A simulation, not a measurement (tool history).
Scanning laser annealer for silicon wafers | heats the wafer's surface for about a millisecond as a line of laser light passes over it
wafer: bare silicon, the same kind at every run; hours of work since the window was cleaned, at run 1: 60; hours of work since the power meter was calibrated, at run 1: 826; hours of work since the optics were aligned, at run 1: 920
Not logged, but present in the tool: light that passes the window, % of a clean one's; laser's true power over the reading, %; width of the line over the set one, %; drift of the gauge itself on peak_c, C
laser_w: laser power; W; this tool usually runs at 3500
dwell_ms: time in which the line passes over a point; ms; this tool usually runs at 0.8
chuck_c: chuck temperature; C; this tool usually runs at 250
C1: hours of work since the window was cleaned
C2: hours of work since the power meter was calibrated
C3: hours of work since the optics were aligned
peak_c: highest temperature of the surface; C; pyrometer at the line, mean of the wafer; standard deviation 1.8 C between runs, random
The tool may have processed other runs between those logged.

run 1 hour=0 | laser_w=3500 dwell_ms=0.8 chuck_c=250 | C1=60 C2=826 C3=920 | peak_c=967
run 2 hour=17.7 | laser_w=3500 dwell_ms=0.8 chuck_c=250 | C1=74 C2=839 C3=934 | peak_c=965
run 3 hour=44.4 | laser_w=3500 dwell_ms=0.8 chuck_c=250 | C1=94 C2=860 C3=954 | peak_c=961
run 4 hour=75.6 | laser_w=3500 dwell_ms=0.8 chuck_c=263 | C1=118 C2=883 C3=978 | peak_c=971
run 5 hour=107.4 | laser_w=3500 dwell_ms=0.8 chuck_c=250 | C1=142 C2=908 C3=1002 | peak_c=953
run 6 hour=122.5 | laser_w=3500 dwell_ms=0.8 chuck_c=250 | C1=153 C2=919 C3=1014 | peak_c=954
run 7 hour=148.3 | laser_w=3500 dwell_ms=0.8 chuck_c=250 | C1=173 C2=939 C3=1033 | peak_c=954
run 8 hour=174.3 | laser_w=3500 dwell_ms=0.8 chuck_c=250 | C1=193 C2=959 C3=1053 | peak_c=951
run 9 hour=191.2 | laser_w=3500 dwell_ms=0.8 chuck_c=250 | C1=206 C2=971 C3=1066 | peak_c=950
run 10 hour=217.9 | laser_w=3500 dwell_ms=0.8 chuck_c=250 | C1=226 C2=992 C3=1086 | peak_c=947
run 11 hour=250.5 | laser_w=3500 dwell_ms=0.8 chuck_c=250 | C1=251 C2=1017 C3=1111 | peak_c=943
run 12 hour=282.9 | laser_w=3500 dwell_ms=0.8 chuck_c=250 | C1=275 C2=1041 C3=1136 | peak_c=940
run 13 hour=306.2 | laser_w=3433 dwell_ms=0.8 chuck_c=250 | C1=293 C2=1059 C3=1153 | peak_c=924
run 14 hour=323.6 | laser_w=3500 dwell_ms=0.8 chuck_c=250 | C1=306 C2=1072 C3=1167 | peak_c=938
run 15 hour=351.8 | laser_w=3500 dwell_ms=0.8 chuck_c=250 | C1=328 C2=1094 C3=1188 | peak_c=936
run 16 hour=379.6 | laser_w=3500 dwell_ms=0.8 chuck_c=257 | C1=349 C2=1115 C3=1209 | peak_c=942
run 17 hour=407.8 | laser_w=3500 dwell_ms=0.8 chuck_c=257 | C1=370 C2=1136 C3=1231 | peak_c=939
run 18 hour=425.4 | laser_w=3738 dwell_ms=0.8 chuck_c=250 | C1=384 C2=1150 C3=1244 | peak_c=986
run 19 hour=450.6 | laser_w=3738 dwell_ms=0.8 chuck_c=250 | C1=403 C2=1169 C3=1263 | peak_c=983
-- hour=473.3 window over the wafer cleaned
run 20 hour=476.2 | laser_w=3738 dwell_ms=0.8 chuck_c=250 | C1=2 C2=1187 C3=1281 | peak_c=1029
run 21 hour=503.2 | laser_w=3652 dwell_ms=0.8 chuck_c=242 | C1=23 C2=1207 C3=1302 | peak_c=1000
-- hour=509.6 optics aligned, line set to its width
run 22 hour=525.6 | laser_w=3376 dwell_ms=0.928 chuck_c=212 | C1=36 C2=1221 C3=12 | peak_c=968
run 23 hour=549.9 | laser_w=3418 dwell_ms=0.723 chuck_c=282 | C1=55 C2=1239 C3=31 | peak_c=948
run 24 hour=581.1 | laser_w=3500 dwell_ms=0.845 chuck_c=250 | C1=78 C2=1263 C3=54 | peak_c=996
run 25 hour=603.9 | laser_w=3500 dwell_ms=0.845 chuck_c=250 | C1=96 C2=1280 C3=72 | peak_c=991
run 26 hour=617.6 | laser_w=3500 dwell_ms=0.845 chuck_c=250 | C1=106 C2=1291 C3=82 | peak_c=993
run 27 hour=649.1 | laser_w=3500 dwell_ms=0.845 chuck_c=250 | C1=130 C2=1314 C3=106 | peak_c=986
run 28 hour=671.1 | laser_w=3500 dwell_ms=0.845 chuck_c=250 | C1=147 C2=1331 C3=123 | peak_c=989
run 29 hour=702.8 | laser_w=3500 dwell_ms=0.845 chuck_c=250 | C1=171 C2=1355 C3=147 | peak_c=982
run 30 hour=730.5 | laser_w=3500 dwell_ms=0.8 chuck_c=269 | C1=192 C2=1376 C3=168 | peak_c=977
run 31 hour=757.4 | laser_w=3500 dwell_ms=0.8 chuck_c=224 | C1=212 C2=1397 C3=189 | peak_c=932
run 32 hour=774.2 | laser_w=3500 dwell_ms=0.584 chuck_c=243 | C1=225 C2=1410 C3=201 | peak_c=839
run 33 hour=791.6 | laser_w=3671 dwell_ms=0.8 chuck_c=251 | C1=238 C2=1423 C3=215 | peak_c=997
run 34 hour=814.3 | laser_w=3671 dwell_ms=0.8 chuck_c=251 | C1=256 C2=1440 C3=232 | peak_c=990
run 35 hour=836.7 | laser_w=3758 dwell_ms=0.702 chuck_c=212 | C1=273 C2=1457 C3=249 | peak_c=920
run 36 hour=855.8 | laser_w=3712 dwell_ms=0.893 chuck_c=216 | C1=287 C2=1472 C3=263 | peak_c=1008
run 37 hour=881.5 | laser_w=3393 dwell_ms=0.643 chuck_c=226 | C1=307 C2=1491 C3=283 | peak_c=822
run 38 hour=904.8 | laser_w=3015 dwell_ms=0.643 chuck_c=252 | C1=325 C2=1509 C3=301 | peak_c=768
run 39 hour=920.9 | laser_w=3492 dwell_ms=0.59 chuck_c=222 | C1=337 C2=1521 C3=313 | peak_c=806
run 40 hour=953.2 | laser_w=3500 dwell_ms=0.8 chuck_c=264 | C1=361 C2=1546 C3=338 | peak_c=953

How the hidden state differs across the entries between the runs, from the last listed run before each to the first after it:
Runs 19 to 20: window over the wafer cleaned (hour 473.3)
  light that passes the window, % of a clean one's: 94.71 -> 99.86; laser's true power over the reading, %: 0.6 -> 0.61; width of the line over the set one, %: 2.29 -> 2.32
  what was measured, less what the result would be without the hidden state, peak_c: -55 -> -7 C
Runs 21 to 22: optics aligned, line set to its width (hour 509.6)
  light that passes the window, % of a clean one's: 99.58 -> 99.4; width of the line over the set one, %: 2.36 -> 0.21
  what was measured, less what the result would be without the hidden state, peak_c: -9 -> -1 C

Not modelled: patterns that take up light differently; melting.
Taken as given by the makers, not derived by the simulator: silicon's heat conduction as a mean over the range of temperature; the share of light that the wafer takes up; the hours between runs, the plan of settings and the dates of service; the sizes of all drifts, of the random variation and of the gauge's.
